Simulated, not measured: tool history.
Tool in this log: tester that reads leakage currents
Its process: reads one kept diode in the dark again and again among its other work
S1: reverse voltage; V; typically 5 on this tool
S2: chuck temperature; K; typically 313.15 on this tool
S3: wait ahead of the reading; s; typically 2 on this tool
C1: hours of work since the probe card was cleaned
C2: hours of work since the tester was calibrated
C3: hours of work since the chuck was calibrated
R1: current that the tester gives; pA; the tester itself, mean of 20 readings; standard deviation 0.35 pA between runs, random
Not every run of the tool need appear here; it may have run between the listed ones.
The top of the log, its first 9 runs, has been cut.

run,day,S1,S2,S3,C1,C2,C3,R1
10,14.371,5,313.15,2,791,1444,350,116.04
11,15.5,5,313.15,2,804,1458,364,115.85
12,17.567,5,313.15,2,829,1482,388,116.64
13,19.079,5,313.15,2,847,1500,406,115.88
14,20.033,5,313.15,2,858,1512,418,114.94
15,21.15,5,313.15,2,871,1525,431,115.95
16,22.946,5,313.15,2,893,1546,452,115.38
17,23.854,5,313.15,2,904,1557,463,114.99
18,25.85,5,313.15,3,927,1581,487,115.96
19,27.738,5,313.15,2,950,1603,509,116.14
20,29.004,5,297.15,2,965,1618,524,30.51
21,30.512,5,297.15,2,983,1636,542,30.57
22,32.142,9.37,297.15,2,1002,1656,562,42.92

Forecast run 23:
23,33.854,6.34,306.15,0.63,1023,1676,582,?

For run 23 the tool returned R1 75.4 pA.
Had the tool carried no hidden state, the very same run would have given R1 75.46 pA.

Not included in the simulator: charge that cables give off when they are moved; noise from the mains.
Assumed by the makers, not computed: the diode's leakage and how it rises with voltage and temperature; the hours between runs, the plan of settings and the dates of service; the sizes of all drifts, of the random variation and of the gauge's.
